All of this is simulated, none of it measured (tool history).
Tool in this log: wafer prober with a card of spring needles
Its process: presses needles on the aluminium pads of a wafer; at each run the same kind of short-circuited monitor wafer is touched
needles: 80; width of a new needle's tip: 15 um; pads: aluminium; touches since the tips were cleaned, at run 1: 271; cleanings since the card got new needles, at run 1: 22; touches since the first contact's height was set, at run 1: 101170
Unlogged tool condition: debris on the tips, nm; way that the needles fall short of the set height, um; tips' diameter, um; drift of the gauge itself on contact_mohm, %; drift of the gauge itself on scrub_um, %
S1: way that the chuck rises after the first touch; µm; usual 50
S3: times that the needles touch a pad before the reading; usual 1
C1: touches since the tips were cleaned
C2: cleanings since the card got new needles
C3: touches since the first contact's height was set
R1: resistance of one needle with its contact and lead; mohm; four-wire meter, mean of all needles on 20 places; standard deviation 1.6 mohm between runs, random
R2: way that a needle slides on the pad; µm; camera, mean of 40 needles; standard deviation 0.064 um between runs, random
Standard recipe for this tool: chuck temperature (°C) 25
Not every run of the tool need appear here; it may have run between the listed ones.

Run 1, day 0.000: usual settings; C1 271; C2 22; C3 101170. Result: R1 169 mohm, R2 10.12 µm.
At day 0.512: tips cleaned on abrasive film.
Run 2, day 0.633: usual settings; C1 905; C2 23; C3 105998. Result: R1 184 mohm, R2 10.29 µm.
At day 1.046: tips cleaned on abrasive film.
Run 3, day 1.233: usual settings; C1 1440; C2 24; C3 110593. Result: R1 190 mohm, R2 10.07 µm.
At day 1.596: tips cleaned on abrasive film.
At day 2.138: tips cleaned on abrasive film.
Run 4, day 2.138: usual settings; C1 0; C2 26; C3 117475. Result: R1 162 mohm, R2 10.16 µm.
At day 2.667: tips cleaned on abrasive film.
Run 5, day 2.788: usual settings; C1 946; C2 27; C3 122454. Result: R1 185 mohm, R2 10.10 µm.
At day 3.217: tips cleaned on abrasive film.
Run 6, day 3.246: usual settings; C1 240; C2 28; C3 125944. Result: R1 172 mohm, R2 10.23 µm.
At day 3.738: tips cleaned on abrasive film.
Run 7, day 4.171: usual settings but S3 2; C1 3337; C2 29; C3 133005. Result: R1 190 mohm, R2 10.08 µm.
At day 4.325: tips cleaned on abrasive film.
At day 4.858: tips cleaned on abrasive film.
Run 8, day 5.154: usual settings but S3 2; C1 2260; C2 31; C3 140502. Result: R1 184 mohm, R2 10.15 µm.
At day 5.392: tips cleaned on abrasive film.
At day 5.917: tips cleaned on abrasive film.
Run 9, day 5.917: usual settings but S3 2; C1 0; C2 33; C3 146294. Result: R1 169 mohm, R2 10.07 µm.
At day 6.450: tips cleaned on abrasive film.
Run 10, day 6.779: usual settings but S3 2; C1 2548; C2 34; C3 152912. Result: R1 186 mohm, R2 10.00 µm.
At day 7.004: tips cleaned on abrasive film.
At day 7.571: tips cleaned on abrasive film.
Run 11, day 7.733: usual settings but S3 2; C1 1259; C2 36; C3 160167. Result: R1 179 mohm, R2 10.07 µm.
At day 8.100: tips cleaned on abrasive film.
Run 12, day 8.408: usual settings but S3 2; C1 2386; C2 37; C3 165330. Result: R1 186 mohm, R2 10.01 µm.
At day 8.658: tips cleaned on abrasive film.
Run 13, day 8.954: usual settings but S3 2; C1 2284; C2 38; C3 169488. Result: R1 189 mohm, R2 10.00 µm.
At day 9.192: tips cleaned on abrasive film.
Run 14, day 9.658: usual settings but S3 2; C1 3586; C2 39; C3 174884. Result: R1 190 mohm, R2 10.16 µm.
At day 9.738: tips cleaned on abrasive film.
At day 10.258: tips cleaned on abrasive film.
Run 15, day 10.546: usual settings but S3 2; C1 2190; C2 41; C3 181618. Result: R1 185 mohm, R2 10.02 µm.
At day 10.788: tips cleaned on abrasive film.
Run 16, day 11.042: usual settings but S3 2; C1 1953; C2 42; C3 185404. Result: R1 185 mohm, R2 9.97 µm.
At day 11.346: tips cleaned on abrasive film.
Run 17, day 11.762: usual settings but S3 2; C1 3200; C2 43; C3 190907. Result: R1 189 mohm, R2 10.02 µm.
At day 11.871: tips cleaned on abrasive film.
Run 18, day 12.296: usual settings but S1 44 µm, chuck temperature (°C) 34, S3 2; C1 3288; C2 44; C3 195004. Result: R1 195 mohm, R2 8.73 µm.
At day 12.392: tips cleaned on abrasive film.
At day 12.917: tips cleaned on abrasive film.
Run 19, day 13.254: usual settings but S1 30 µm, chuck temperature (°C) 30, S3 2; C1 2599; C2 46; C3 202294. Result: R1 242 mohm, R2 5.81 µm.
At day 13.325: height of the first contact set anew.
At day 13.471: tips cleaned on abrasive film.
At day 13.983: tips cleaned on abrasive film.
Run 20, day 14.196: usual settings but S1 30 µm, chuck temperature (°C) 30, S3 2; C1 1644; C2 48; C3 6648. Result: R1 236 mohm, R2 5.58 µm.
At day 14.558: tips cleaned on abrasive film.
At day 15.117: tips cleaned on abrasive film.
Run 21, day 15.183: usual settings but S1 30 µm, chuck temperature (°C) 30, S3 2; C1 498; C2 50; C3 14173. Result: R1 206 mohm, R2 5.67 µm.
At day 15.642: tips cleaned on abrasive film.
Run 22, day 15.683: usual settings but S1 30 µm, chuck temperature (°C) 30, S3 2; C1 310; C2 51; C3 17991. Result: R1 199 mohm, R2 5.51 µm.
At day 16.229: tips cleaned on abrasive film.
Run 23, day 16.642: usual settings but S1 64 µm, chuck temperature (°C) 57, S3 2; C1 3187; C2 52; C3 25335. Result: R1 183 mohm, R2 12.54 µm.
At day 16.808: tips cleaned on abrasive film.
Run 24, day 17.242: usual settings but S1 64 µm, chuck temperature (°C) 57, S3 2; C1 3336; C2 53; C3 29891. Result: R1 182 mohm, R2 12.48 µm.
At day 17.321: tips cleaned on abrasive film.
At day 17.883: tips cleaned on abrasive film.
Run 25, day 18.075: usual settings but S1 65 µm, chuck temperature (°C) 110, S3 2; C1 1481; C2 55; C3 36239. Result: R1 186 mohm, R2 12.95 µm.
At day 18.458: tips cleaned on abrasive film.
At day 18.975: tips cleaned on abrasive film.
Run 26, day 19.000: usual settings but S1 46 µm, chuck temperature (°C) 32, S3 2; C1 218; C2 57; C3 43301. Result: R1 172 mohm, R2 8.86 µm.
At day 19.271: height of the first contact set anew, once more.
At day 19.538: tips cleaned on abrasive film.
Run 27, day 19.821: usual settings but S3 3; C1 2192; C2 58; C3 4214. Result: R1 177 mohm, R2 10.51 µm.
At day 20.092: tips cleaned on abrasive film.
Run 28, day 20.442: usual settings but S3 3; C1 2686; C2 59; C3 8937. Result: R1 177 mohm, R2 10.43 µm.
At day 20.625: tips cleaned on abrasive film.
Run 29, day 20.962: usual settings but S1 57 µm; C1 2593; C2 60; C3 12904. Result: R1 192 mohm, R2 11.87 µm.
At day 21.138: tips cleaned on abrasive film.
Run 30, day 21.483: usual settings but S1 57 µm, chuck temperature (°C) 34; C1 2668; C2 61; C3 16885. Result: R1 193 mohm, R2 11.89 µm.
At day 21.712: tips cleaned on abrasive film.
At day 22.225: tips cleaned on abrasive film.
Run 31, day 22.329: usual settings but S1 34 µm, chuck temperature (°C) 63; C1 814; C2 63; C3 23333. Result: R1 217 mohm, R2 7.09 µm.
At day 22.804: tips cleaned on abrasive film.
Run 32, day 22.921: usual settings but S1 44 µm, chuck temperature (°C) 45, S3 2; C1 913; C2 64; C3 27856. Result: R1 188 mohm, R2 9.17 µm.

Measured less the same run without the tool's hidden state. The same run-to-run variation is in both; the gauge's scatter may not be:
run   R1     R2
  1  +10  -0.27
  2  +22  -0.27
  3  +28  -0.29
  4   +3  -0.31
  5  +23  -0.32
  6   +9  -0.34
  7  +24  -0.34
  8  +21  -0.37
  9   +4  -0.39
 10  +23  -0.41
 11  +17  -0.43
 12  +22  -0.44
 13  +23  -0.45
 14  +27  -0.46
 15  +23  -0.49
 16  +22  -0.50
 17  +26  -0.51
 18  +32  -0.53
 19  +68  -0.56
 20  +62  -0.72
 21  +32  -0.75
 22  +26  -0.76
 23  +17  -0.76
 24  +17  -0.78
 25  +11  -0.81
 26   +8  -0.83
 27  +13  -0.01
 28  +14  -0.03
 29  +29  -0.04
 30  +30  -0.06
 31  +38  -0.08
 32  +18  -0.09
